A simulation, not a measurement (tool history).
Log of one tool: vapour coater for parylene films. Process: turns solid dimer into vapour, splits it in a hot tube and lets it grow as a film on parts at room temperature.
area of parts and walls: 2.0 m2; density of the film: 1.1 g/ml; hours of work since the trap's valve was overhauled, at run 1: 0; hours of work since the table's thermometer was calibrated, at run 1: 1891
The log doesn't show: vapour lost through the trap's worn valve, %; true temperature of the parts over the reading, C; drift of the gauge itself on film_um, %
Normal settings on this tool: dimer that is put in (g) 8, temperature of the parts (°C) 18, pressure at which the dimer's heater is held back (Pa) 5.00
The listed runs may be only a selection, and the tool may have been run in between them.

| run | hour | dimer that is put in (g) | temperature of the parts (°C) | pressure at which the dimer's heater is held back (Pa) | hours of work since the trap's valve was overhauled | hours of work since the table's thermometer was calibrated | thickness of the film (nm) |
|---|---|---|---|---|---|---|---|
| 1 | 0.0 | 8 | 18 | 5.00 | 0 | 1891 | 2010 |
|  | 15.0 | table's thermometer calibrated |
| 2 | 84.6 | 8 | 18 | 5.00 | 59 | 49 | 1960 |
| 3 | 120.4 | 8 | 18 | 5.00 | 84 | 74 | 1920 |
| 4 | 178.0 | 8 | 18 | 5.00 | 125 | 115 | 1890 |
| 5 | 226.0 | 8 | 18 | 5.00 | 159 | 149 | 1950 |
| 6 | 288.4 | 8 | 18 | 5.00 | 203 | 193 | 1840 |
| 7 | 369.3 | 8 | 18 | 5.00 | 260 | 250 | 1900 |
| 8 | 442.1 | 8 | 18 | 5.00 | 311 | 301 | 1830 |
| 9 | 525.5 | 8 | 18 | 5.00 | 370 | 360 | 1860 |
| 10 | 601.8 | 8 | 18 | 5.00 | 423 | 414 | 1790 |
| 11 | 651.5 | 4 | 18 | 5.00 | 458 | 449 | 890 |
| 12 | 702.1 | 4 | 18 | 5.00 | 494 | 484 | 880 |
| 13 | 737.3 | 8 | 18 | 10.41 | 519 | 509 | 1510 |
| 14 | 780.1 | 4 | 18 | 10.41 | 549 | 539 | 760 |
| 15 | 818.2 | 8 | 18 | 4.77 | 576 | 566 | 1770 |
|  | 839.3 | trap's valve overhauled |
| 16 | 895.4 | 6 | 18 | 5.00 | 40 | 618 | 1490 |
| 17 | 938.1 | 6 | 18 | 5.00 | 70 | 648 | 1490 |
| 18 | 1006.1 | 8 | 18 | 5.00 | 118 | 696 | 1900 |
| 19 | 1056.0 | 8 | 13 | 5.00 | 153 | 731 | 2180 |
| 20 | 1098.6 | 5 | 18 | 5.00 | 183 | 761 | 1210 |
| 21 | 1145.2 | 12 | 18 | 5.00 | 216 | 794 | 2900 |
| 22 | 1216.2 | 12 | 18 | 5.00 | 266 | 844 | 2850 |
| 23 | 1251.0 | 8 | 18 | 5.00 | 290 | 868 | 1910 |
| 24 | 1323.7 | 8 | 18 | 5.00 | 341 | 920 | 1810 |
| 25 | 1404.5 | 8 | 18 | 5.00 | 398 | 976 | 1850 |
| 26 | 1452.4 | 8 | 18 | 5.00 | 432 | 1010 | 1820 |
| 27 | 1521.8 | 8 | 18 | 5.00 | 481 | 1059 | 1810 |
| 28 | 1572.4 | 8 | 14 | 3.89 | 517 | 1095 | 2130 |
| 29 | 1653.3 | 4 | 16 | 3.93 | 574 | 1152 | 960 |
|  | 1678.6 | trap's valve overhauled |
| 30 | 1695.5 | 4 | 18 | 5.00 | 12 | 1179 | 1010 |
| 31 | 1731.3 | 8 | 18 | 3.83 | 37 | 1204 | 2080 |
| 32 | 1809.7 | 9 | 10 | 3.83 | 92 | 1259 | 2890 |
| 33 | 1853.9 | 9 | 12 | 3.77 | 124 | 1290 | 2720 |
| 34 | 1902.3 | 6 | 12 | 7.36 | 158 | 1324 | 1540 |
| 35 | 1979.7 | 12 | 10 | 7.36 | 212 | 1379 | 3190 |
| 36 | 2050.0 | 12 | 10 | 7.36 | 262 | 1428 | 3210 |
| 37 | 2106.8 | 8 | 15 | 2.96 | 302 | 1469 | 2290 |
| 38 | 2181.1 | 8 | 26 | 5.00 | 354 | 1521 | 1560 |
| 39 | 2255.9 | 9 | 20 | 5.00 | 407 | 1574 | 1980 |
| 40 | 2302.9 | 7 | 20 | 5.00 | 440 | 1607 | 1540 |
| 41 | 2351.9 | 10 | 13 | 5.37 | 474 | 1641 | 2550 |
| 42 | 2413.3 | 10 | 13 | 5.37 | 518 | 1684 | 2530 |

Forecast run 43:
| 43 | 2456.9 | 6 | 16 | 3.95 | 548 | 1715 | ? |

{"run 43": {"thickness of the film (nm)": 1480}}
Minus the tool's unlogged condition, the same run would have read thickness of the film (nm) 1610.

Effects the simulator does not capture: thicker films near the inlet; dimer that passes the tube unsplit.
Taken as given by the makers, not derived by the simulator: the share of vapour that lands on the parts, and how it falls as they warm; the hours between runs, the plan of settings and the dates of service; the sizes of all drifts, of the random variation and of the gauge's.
